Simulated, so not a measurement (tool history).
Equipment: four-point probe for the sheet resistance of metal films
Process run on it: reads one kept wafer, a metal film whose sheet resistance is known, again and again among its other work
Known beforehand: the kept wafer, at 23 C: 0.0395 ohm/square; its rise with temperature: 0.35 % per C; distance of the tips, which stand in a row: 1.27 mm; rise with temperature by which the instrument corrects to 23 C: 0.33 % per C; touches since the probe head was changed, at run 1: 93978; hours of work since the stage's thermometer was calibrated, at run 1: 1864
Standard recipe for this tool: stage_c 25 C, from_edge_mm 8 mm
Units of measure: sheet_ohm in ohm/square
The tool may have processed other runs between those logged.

run	hour	stage_c	from_edge_mm	touches since the probe head was changed	hours of work since the stage's thermometer was calibrated	sheet_ohm
1	0	25	8	93978	1864	0.039534
2	137.1	25	8	98521	1949	0.039513
3	245.1	25	10	102101	2016	0.03932
4	355.8	25	10	105771	2085	0.039302
5	453.7	25	10	109013	2146	0.039283
6	578.3	25	10	113142	2223	0.039266
7	710.9	25	8	117539	2305	0.039445
8	802.3	18	8	120569	2362	0.03937
9	883.2	26	8	123248	2412	0.03942
10	968	26	8	126058	2465	0.0394
11	1033.3	26	65	128222	2506	0.038878
12	1141.3	19	6	131804	2573	0.039717

The next listed run, before its measurement:
13	1265.3	19	6	135911	2650	?

sheet_ohm: 0.03969 ohm/square
Were there no unlogged condition in the tool, this run, its random variation unchanged, would have produced sheet_ohm 0.040387 ohm/square.
